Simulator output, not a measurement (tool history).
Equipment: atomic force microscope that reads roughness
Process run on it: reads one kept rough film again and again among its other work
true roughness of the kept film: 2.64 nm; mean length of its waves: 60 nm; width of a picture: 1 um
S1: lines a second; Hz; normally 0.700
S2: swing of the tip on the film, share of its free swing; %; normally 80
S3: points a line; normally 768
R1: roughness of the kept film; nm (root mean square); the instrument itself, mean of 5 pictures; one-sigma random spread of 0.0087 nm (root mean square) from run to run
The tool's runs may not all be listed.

run 1 hour=0.0 | S1=0.700 S2=80 S3=768 | R1=2.368
run 2 hour=29.0 | S1=0.700 S2=80 S3=768 | R1=2.392
run 3 hour=70.5 | S1=0.700 S2=80 S3=388 | R1=2.426
run 4 hour=122.7 | S1=1.342 S2=80 S3=768 | R1=2.330
run 5 hour=169.4 | S1=0.700 S2=80 S3=768 | R1=2.431
run 6 hour=214.5 | S1=0.700 S2=80 S3=768 | R1=2.337
run 7 hour=277.1 | S1=0.700 S2=80 S3=768 | R1=2.424
run 8 hour=340.2 | S1=0.700 S2=80 S3=768 | R1=2.369
run 9 hour=386.5 | S1=0.700 S2=80 S3=768 | R1=2.354
run 10 hour=420.1 | S1=0.700 S2=80 S3=768 | R1=2.296
run 11 hour=473.5 | S1=0.700 S2=80 S3=768 | R1=2.308
run 12 hour=502.8 | S1=0.700 S2=80 S3=768 | R1=2.352
run 13 hour=540.3 | S1=0.700 S2=80 S3=521 | R1=2.467
run 14 hour=584.0 | S1=0.700 S2=80 S3=521 | R1=2.484
run 15 hour=617.8 | S1=0.700 S2=80 S3=521 | R1=2.430
run 16 hour=662.8 | S1=0.526 S2=80 S3=521 | R1=2.439
run 17 hour=701.1 | S1=0.526 S2=80 S3=521 | R1=2.471
run 18 hour=754.6 | S1=0.526 S2=80 S3=521 | R1=2.464
run 19 hour=789.2 | S1=0.700 S2=80 S3=517 | R1=2.479
run 20 hour=837.0 | S1=0.603 S2=82 S3=296 | R1=2.481
run 21 hour=869.6 | S1=0.603 S2=82 S3=296 | R1=2.394
run 22 hour=899.6 | S1=1.071 S2=83 S3=355 | R1=2.373
run 23 hour=940.2 | S1=1.141 S2=80 S3=781 | R1=2.415
run 24 hour=978.0 | S1=1.141 S2=70 S3=523 | R1=2.394
run 25 hour=1017.2 | S1=1.763 S2=62 S3=545 | R1=2.436
run 26 hour=1075.7 | S1=1.054 S2=62 S3=373 | R1=2.432
run 27 hour=1138.7 | S1=1.054 S2=62 S3=373 | R1=2.500
run 28 hour=1175.6 | S1=0.526 S2=62 S3=502 | R1=2.470
run 29 hour=1229.9 | S1=2.132 S2=79 S3=768 | R1=2.257
run 30 hour=1281.7 | S1=1.331 S2=79 S3=999 | R1=2.339
run 31 hour=1334.4 | S1=1.331 S2=79 S3=999 | R1=2.327
run 32 hour=1392.1 | S1=0.938 S2=73 S3=265 | R1=2.375
run 33 hour=1457.1 | S1=2.135 S2=61 S3=840 | R1=2.461

Missing from the log above: 31 entries noted between runs. For each, name the pair of listed runs it sits between and say how the tool's hidden condition differs from the listed run just before to the listed run just after:
In the gap between runs 1 and 2: new tip fitted (hour 14.5)
  radius of the tip, nm: 17.3 -> 11.8; height scale over the true one, %: -2.06 -> -2.09
  measured result minus the result with no hidden state, R1: -0.121 -> -0.085 nm (root mean square)
In the gap between runs 2 and 3: new tip fitted (hour 66.3)
  radius of the tip, nm: 11.8 -> 8.4; height scale over the true one, %: -2.09 -> -2.13
  measured result minus the result with no hidden state, R1: -0.085 -> -0.063 nm (root mean square)
In the gap between runs 3 and 4: new tip fitted (hour 118.8)
  radius of the tip, nm: 8.4 -> 9.1; height scale over the true one, %: -2.13 -> -2.17
  measured result minus the result with no hidden state, R1: -0.063 -> -0.066 nm (root mean square)
In the gap between runs 4 and 5: new tip fitted (hour 169.4)
  radius of the tip, nm: 9.1 -> 7.2; height scale over the true one, %: -2.17 -> -2.21
  measured result minus the result with no hidden state, R1: -0.066 -> -0.056 nm (root mean square)
In the gap between runs 6 and 7: new tip fitted (hour 220.7); new tip fitted (hour 272.9)
  radius of the tip, nm: 21.1 -> 9; height scale over the true one, %: -2.24 -> -2.29
  measured result minus the result with no hidden state, R1: -0.149 -> -0.071 nm (root mean square)
In the gap between runs 7 and 8: height scale calibrated on a step standard (hour 295.7); new tip fitted (hour 323.3)
  radius of the tip, nm: 9 -> 11.8; height scale over the true one, %: -2.29 -> -3.56
  measured result minus the result with no hidden state, R1: -0.071 -> -0.121 nm (root mean square)
In the gap between runs 8 and 9: new tip fitted (hour 376.3)
  radius of the tip, nm: 11.8 -> 10.9; height scale over the true one, %: -3.56 -> -3.59
  measured result minus the result with no hidden state, R1: -0.121 -> -0.115 nm (root mean square)
In the gap between runs 10 and 11: new tip fitted (hour 426.7)
  radius of the tip, nm: 22.1 -> 20.8; height scale over the true one, %: -3.62 -> -3.66
  measured result minus the result with no hidden state, R1: -0.188 -> -0.182 nm (root mean square)
In the gap between runs 11 and 12: new tip fitted (hour 479.0)
  radius of the tip, nm: 20.8 -> 13.6; height scale over the true one, %: -3.66 -> -3.69
  measured result minus the result with no hidden state, R1: -0.182 -> -0.136 nm (root mean square)
In the gap between runs 12 and 13: height scale calibrated on a step standard, once more (hour 527.6); new tip fitted (hour 531.6)
  radius of the tip, nm: 13.6 -> 10; height scale over the true one, %: -3.69 -> -0.01
  measured result minus the result with no hidden state, R1: -0.136 -> -0.021 nm (root mean square)
In the gap between runs 13 and 14: new tip fitted (hour 582.6)
  radius of the tip, nm: 10 -> 7.5; height scale over the true one, %: -0.01 -> -0.04
  measured result minus the result with no hidden state, R1: -0.021 -> -0.005 nm (root mean square)
In the gap between runs 15 and 16: new tip fitted (hour 632.1)
  radius of the tip, nm: 16 -> 16.5; height scale over the true one, %: -0.07 -> -0.11
  measured result minus the result with no hidden state, R1: -0.064 -> -0.069 nm (root mean square)
In the gap between runs 16 and 17: new tip fitted (hour 683.4)
  radius of the tip, nm: 16.5 -> 13; height scale over the true one, %: -0.11 -> -0.14
  measured result minus the result with no hidden state, R1: -0.069 -> -0.046 nm (root mean square)
In the gap between runs 17 and 18: new tip fitted (hour 735.8)
  radius of the tip, nm: 13 -> 13.3; height scale over the true one, %: -0.14 -> -0.19
  measured result minus the result with no hidden state, R1: -0.046 -> -0.049 nm (root mean square)
In the gap between runs 18 and 19: new tip fitted (hour 785.1)
  radius of the tip, nm: 13.3 -> 9.1; height scale over the true one, %: -0.19 -> -0.22
  measured result minus the result with no hidden state, R1: -0.049 -> -0.020 nm (root mean square)
In the gap between runs 19 and 20: new tip fitted (hour 834.1)
  radius of the tip, nm: 9.1 -> 8; height scale over the true one, %: -0.22 -> -0.26
  measured result minus the result with no hidden state, R1: -0.020 -> -0.013 nm (root mean square)
In the gap between runs 21 and 22: new tip fitted (hour 884.0)
  radius of the tip, nm: 17.7 -> 11.5; height scale over the true one, %: -0.29 -> -0.31
  measured result minus the result with no hidden state, R1: -0.080 -> -0.038 nm (root mean square)
In the gap between runs 22 and 23: new tip fitted (hour 934.3)
  radius of the tip, nm: 11.5 -> 9; height scale over the true one, %: -0.31 -> -0.35
  measured result minus the result with no hidden state, R1: -0.038 -> -0.022 nm (root mean square)
In the gap between runs 24 and 25: new tip fitted (hour 987.4)
  radius of the tip, nm: 20.3 -> 16.2; height scale over the true one, %: -0.38 -> -0.42
  measured result minus the result with no hidden state, R1: -0.100 -> -0.073 nm (root mean square)
In the gap between runs 25 and 26: new tip fitted (hour 1038.1)
  radius of the tip, nm: 16.2 -> 19.2; height scale over the true one, %: -0.42 -> -0.47
  measured result minus the result with no hidden state, R1: -0.073 -> -0.095 nm (root mean square)
In the gap between runs 26 and 27: new tip fitted (hour 1087.3); new tip fitted (hour 1138.7)
  radius of the tip, nm: 19.2 -> 7.5; height scale over the true one, %: -0.47 -> -0.53
  measured result minus the result with no hidden state, R1: -0.095 -> -0.017 nm (root mean square)
In the gap between runs 28 and 29: new tip fitted (hour 1191.5)
  radius of the tip, nm: 17.1 -> 17.5; height scale over the true one, %: -0.55 -> -0.6
  measured result minus the result with no hidden state, R1: -0.084 -> -0.081 nm (root mean square)
In the gap between runs 29 and 30: new tip fitted (hour 1244.1)
  radius of the tip, nm: 17.5 -> 17; height scale over the true one, %: -0.6 -> -0.65
  measured result minus the result with no hidden state, R1: -0.081 -> -0.082 nm (root mean square)
In the gap between runs 30 and 31: new tip fitted (hour 1295.8)
  radius of the tip, nm: 17 -> 18; height scale over the true one, %: -0.65 -> -0.69
  measured result minus the result with no hidden state, R1: -0.082 -> -0.090 nm (root mean square)
In the gap between runs 31 and 32: new tip fitted (hour 1346.6)
  radius of the tip, nm: 18 -> 21.5; height scale over the true one, %: -0.69 -> -0.75
  measured result minus the result with no hidden state, R1: -0.090 -> -0.117 nm (root mean square)
In the gap between runs 32 and 33: new tip fitted (hour 1398.2); new tip fitted (hour 1450.1)
  radius of the tip, nm: 21.5 -> 9.4; height scale over the true one, %: -0.75 -> -0.8
  measured result minus the result with no hidden state, R1: -0.117 -> -0.037 nm (root mean square)

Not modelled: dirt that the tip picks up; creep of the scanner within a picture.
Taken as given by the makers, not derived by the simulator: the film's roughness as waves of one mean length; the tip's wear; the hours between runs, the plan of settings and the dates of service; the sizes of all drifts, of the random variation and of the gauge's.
